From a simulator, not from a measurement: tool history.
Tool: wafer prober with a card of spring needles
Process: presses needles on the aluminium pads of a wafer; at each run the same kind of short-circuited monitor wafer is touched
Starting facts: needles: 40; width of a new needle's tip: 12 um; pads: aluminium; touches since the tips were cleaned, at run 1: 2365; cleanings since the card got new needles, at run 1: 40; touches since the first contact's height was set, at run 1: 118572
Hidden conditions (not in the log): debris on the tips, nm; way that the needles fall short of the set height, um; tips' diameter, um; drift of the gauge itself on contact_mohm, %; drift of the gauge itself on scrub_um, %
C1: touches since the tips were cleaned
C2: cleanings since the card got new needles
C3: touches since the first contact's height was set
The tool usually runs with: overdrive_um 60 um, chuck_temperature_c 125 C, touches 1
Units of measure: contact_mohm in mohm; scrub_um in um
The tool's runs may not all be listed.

{"run": 1, "hour": 0.0, "overdrive_um": 60, "chuck_temperature_c": 125, "touches": 1, "C1": 2365, "C2": 40, "C3": 118572, "contact_mohm": 327, "scrub_um": 15.33}
{"hour": 9.7, "done": "height of the first contact set anew"}
{"hour": 19.4, "done": "tips cleaned on abrasive film"}
{"hour": 53.5, "done": "tips cleaned on abrasive film"}
{"run": 2, "hour": 73.6, "overdrive_um": 60, "chuck_temperature_c": 125, "touches": 1, "C1": 3782, "C2": 42, "C3": 11949, "contact_mohm": 334, "scrub_um": 15.18}
{"hour": 85.0, "done": "tips cleaned on abrasive film"}
{"hour": 117.7, "done": "tips cleaned on abrasive film"}
{"run": 3, "hour": 144.7, "overdrive_um": 60, "chuck_temperature_c": 125, "touches": 1, "C1": 5067, "C2": 44, "C3": 25238, "contact_mohm": 336, "scrub_um": 15.16}
{"hour": 151.1, "done": "tips cleaned on abrasive film"}
{"run": 4, "hour": 179.7, "overdrive_um": 60, "chuck_temperature_c": 125, "touches": 1, "C1": 5365, "C2": 45, "C3": 31774, "contact_mohm": 341, "scrub_um": 15.13}
{"hour": 186.0, "done": "tips cleaned on abrasive film"}
{"hour": 220.5, "done": "tips cleaned on abrasive film"}
{"hour": 251.6, "done": "tips cleaned on abrasive film"}
{"run": 5, "hour": 251.7, "overdrive_um": 60, "chuck_temperature_c": 125, "touches": 1, "C1": 13, "C2": 48, "C3": 45201, "contact_mohm": 298, "scrub_um": 15.09}
{"hour": 268.6, "done": "height of the first contact set anew, once more"}
{"hour": 283.2, "done": "tips cleaned on abrasive film"}
{"run": 6, "hour": 291.4, "overdrive_um": 60, "chuck_temperature_c": 125, "touches": 1, "C1": 1544, "C2": 49, "C3": 4249, "contact_mohm": 314, "scrub_um": 15.57}
{"hour": 314.1, "done": "tips cleaned on abrasive film"}
{"hour": 344.9, "done": "tips cleaned on abrasive film"}
{"run": 7, "hour": 349.9, "overdrive_um": 60, "chuck_temperature_c": 125, "touches": 1, "C1": 937, "C2": 51, "C3": 15169, "contact_mohm": 310, "scrub_um": 15.52}
{"hour": 376.8, "done": "tips cleaned on abrasive film"}
{"hour": 410.1, "done": "tips cleaned on abrasive film"}
{"run": 8, "hour": 423.0, "overdrive_um": 60, "chuck_temperature_c": 125, "touches": 1, "C1": 2419, "C2": 53, "C3": 28839, "contact_mohm": 329, "scrub_um": 15.5}
{"hour": 444.8, "done": "tips cleaned on abrasive film"}
{"run": 9, "hour": 464.6, "overdrive_um": 60, "chuck_temperature_c": 125, "touches": 1, "C1": 3698, "C2": 54, "C3": 36607, "contact_mohm": 332, "scrub_um": 15.49}
{"hour": 474.8, "done": "tips cleaned on abrasive film"}
{"hour": 505.3, "done": "tips cleaned on abrasive film"}
{"run": 10, "hour": 531.9, "overdrive_um": 60, "chuck_temperature_c": 125, "touches": 1, "C1": 4970, "C2": 56, "C3": 49183, "contact_mohm": 338, "scrub_um": 15.47}
{"hour": 537.9, "done": "tips cleaned on abrasive film"}
{"hour": 570.2, "done": "tips cleaned on abrasive film"}
{"run": 11, "hour": 594.2, "overdrive_um": 60, "chuck_temperature_c": 125, "touches": 1, "C1": 4510, "C2": 58, "C3": 60837, "contact_mohm": 335, "scrub_um": 15.44}
{"hour": 603.0, "done": "tips cleaned on abrasive film"}
{"hour": 635.1, "done": "tips cleaned on abrasive film"}
{"run": 12, "hour": 644.0, "overdrive_um": 60, "chuck_temperature_c": 113, "touches": 1, "C1": 1681, "C2": 60, "C3": 70131, "contact_mohm": 317, "scrub_um": 15.43}
{"hour": 667.3, "done": "tips cleaned on abrasive film"}
{"run": 13, "hour": 686.1, "overdrive_um": 60, "chuck_temperature_c": 113, "touches": 1, "C1": 3524, "C2": 61, "C3": 77999, "contact_mohm": 325, "scrub_um": 15.41}
{"hour": 700.9, "done": "tips cleaned on abrasive film"}
{"hour": 730.3, "done": "tips cleaned on abrasive film"}
{"run": 14, "hour": 731.9, "overdrive_um": 60, "chuck_temperature_c": 113, "touches": 1, "C1": 293, "C2": 63, "C3": 86536, "contact_mohm": 297, "scrub_um": 15.4}
{"hour": 760.3, "done": "tips cleaned on abrasive film"}
{"hour": 790.6, "done": "tips cleaned on abrasive film"}
{"run": 15, "hour": 801.8, "overdrive_um": 60, "chuck_temperature_c": 113, "touches": 1, "C1": 2103, "C2": 65, "C3": 99608, "contact_mohm": 322, "scrub_um": 15.37}
{"hour": 825.4, "done": "tips cleaned on abrasive film"}
{"hour": 856.0, "done": "tips cleaned on abrasive film"}
{"run": 16, "hour": 861.4, "overdrive_um": 65, "chuck_temperature_c": 125, "touches": 2, "C1": 1010, "C2": 67, "C3": 110736, "contact_mohm": 309, "scrub_um": 16.63}
{"hour": 887.1, "done": "tips cleaned on abrasive film"}
{"hour": 910.9, "done": "height of the first contact set anew"}
{"hour": 920.3, "done": "tips cleaned on abrasive film"}
{"run": 17, "hour": 935.4, "overdrive_um": 68, "chuck_temperature_c": 125, "touches": 3, "C1": 2829, "C2": 69, "C3": 4556, "contact_mohm": 302, "scrub_um": 17.62}
{"hour": 952.3, "done": "tips cleaned on abrasive film"}
{"run": 18, "hour": 972.8, "overdrive_um": 68, "chuck_temperature_c": 34, "touches": 1, "C1": 3838, "C2": 70, "C3": 11548, "contact_mohm": 307, "scrub_um": 17.63}
{"hour": 985.9, "done": "tips cleaned on abrasive film"}
{"run": 19, "hour": 1008.2, "overdrive_um": 51, "chuck_temperature_c": 40, "touches": 2, "C1": 4176, "C2": 71, "C3": 18169, "contact_mohm": 305, "scrub_um": 13.2}
{"hour": 1019.7, "done": "tips cleaned on abrasive film"}
{"hour": 1049.6, "done": "tips cleaned on abrasive film"}
{"run": 20, "hour": 1059.4, "overdrive_um": 54, "chuck_temperature_c": 40, "touches": 2, "C1": 1841, "C2": 73, "C3": 27732, "contact_mohm": 287, "scrub_um": 13.95}
{"hour": 1080.0, "done": "tips cleaned on abrasive film"}
{"hour": 1110.0, "done": "tips cleaned on abrasive film"}
{"run": 21, "hour": 1125.5, "overdrive_um": 54, "chuck_temperature_c": 40, "touches": 2, "C1": 2904, "C2": 75, "C3": 40083, "contact_mohm": 295, "scrub_um": 13.93}
{"hour": 1140.3, "done": "tips cleaned on abrasive film"}
{"hour": 1173.1, "done": "tips cleaned on abrasive film"}
{"run": 22, "hour": 1190.5, "overdrive_um": 54, "chuck_temperature_c": 40, "touches": 2, "C1": 3262, "C2": 77, "C3": 52232, "contact_mohm": 291, "scrub_um": 13.92}
{"hour": 1203.0, "done": "tips cleaned on abrasive film"}
{"hour": 1237.4, "done": "tips cleaned on abrasive film"}
{"run": 23, "hour": 1248.7, "overdrive_um": 54, "chuck_temperature_c": 29, "touches": 3, "C1": 2122, "C2": 79, "C3": 63097, "contact_mohm": 282, "scrub_um": 13.9}
{"hour": 1267.3, "done": "tips cleaned on abrasive film"}
{"hour": 1297.9, "done": "tips cleaned on abrasive film"}
{"run": 24, "hour": 1304.4, "overdrive_um": 61, "chuck_temperature_c": 119, "touches": 3, "C1": 1211, "C2": 81, "C3": 73499, "contact_mohm": 296, "scrub_um": 15.7}
{"hour": 1328.3, "done": "tips cleaned on abrasive film"}
{"hour": 1359.9, "done": "tips cleaned on abrasive film"}
{"run": 25, "hour": 1379.1, "overdrive_um": 46, "chuck_temperature_c": 54, "touches": 3, "C1": 3593, "C2": 83, "C3": 87459, "contact_mohm": 298, "scrub_um": 11.76}
{"hour": 1389.1, "done": "tips cleaned on abrasive film"}
{"hour": 1424.5, "done": "tips cleaned on abrasive film"}
{"run": 26, "hour": 1444.6, "overdrive_um": 48, "chuck_temperature_c": 109, "touches": 2, "C1": 3761, "C2": 85, "C3": 99693, "contact_mohm": 326, "scrub_um": 12.24}
{"hour": 1454.6, "done": "tips cleaned on abrasive film"}
{"run": 27, "hour": 1482.4, "overdrive_um": 77, "chuck_temperature_c": 71, "touches": 2, "C1": 5222, "C2": 86, "C3": 106770, "contact_mohm": 303, "scrub_um": 19.77}
{"hour": 1489.2, "done": "tips cleaned on abrasive film"}
{"hour": 1518.6, "done": "tips cleaned on abrasive film"}
{"run": 28, "hour": 1521.1, "overdrive_um": 77, "chuck_temperature_c": 71, "touches": 2, "C1": 468, "C2": 88, "C3": 113977, "contact_mohm": 288, "scrub_um": 19.73}
{"hour": 1549.5, "done": "tips cleaned on abrasive film"}
{"hour": 1553.0, "done": "height of the first contact set anew"}
{"run": 29, "hour": 1563.1, "overdrive_um": 77, "chuck_temperature_c": 71, "touches": 2, "C1": 2491, "C2": 89, "C3": 1902, "contact_mohm": 293, "scrub_um": 19.98}

What if the next run were any one of these 3? Each begins from the tool's condition after run 29:
{"hour": 1580.8, "done": "tips cleaned on abrasive film"}
{"hour": 1611.7, "done": "tips cleaned on abrasive film"}
{"run": "A", "hour": 1611.7, "overdrive_um": 60, "chuck_temperature_c": 31, "touches": 1, "C1": 0, "C2": 91, "C3": 10969, "contact_mohm": "?", "scrub_um": "?"}
{"hour": 1580.8, "done": "tips cleaned on abrasive film"}
{"hour": 1611.7, "done": "tips cleaned on abrasive film"}
{"run": "B", "hour": 1611.7, "overdrive_um": 60, "chuck_temperature_c": 125, "touches": 2, "C1": 0, "C2": 91, "C3": 10969, "contact_mohm": "?", "scrub_um": "?"}
{"hour": 1580.8, "done": "tips cleaned on abrasive film"}
{"hour": 1611.7, "done": "tips cleaned on abrasive film"}
{"run": "C", "hour": 1611.7, "overdrive_um": 46, "chuck_temperature_c": 27, "touches": 1, "C1": 0, "C2": 91, "C3": 10969, "contact_mohm": "?", "scrub_um": "?"}

run=A contact_mohm=271 scrub_um=15.54
run=B contact_mohm=302 scrub_um=15.54
run=C contact_mohm=276 scrub_um=11.9
Stripped of hidden state, with their random variation kept, the same runs would have yielded:
run=A contact_mohm=268 scrub_um=15.56
run=B contact_mohm=302 scrub_um=15.56
run=C contact_mohm=270 scrub_um=11.92
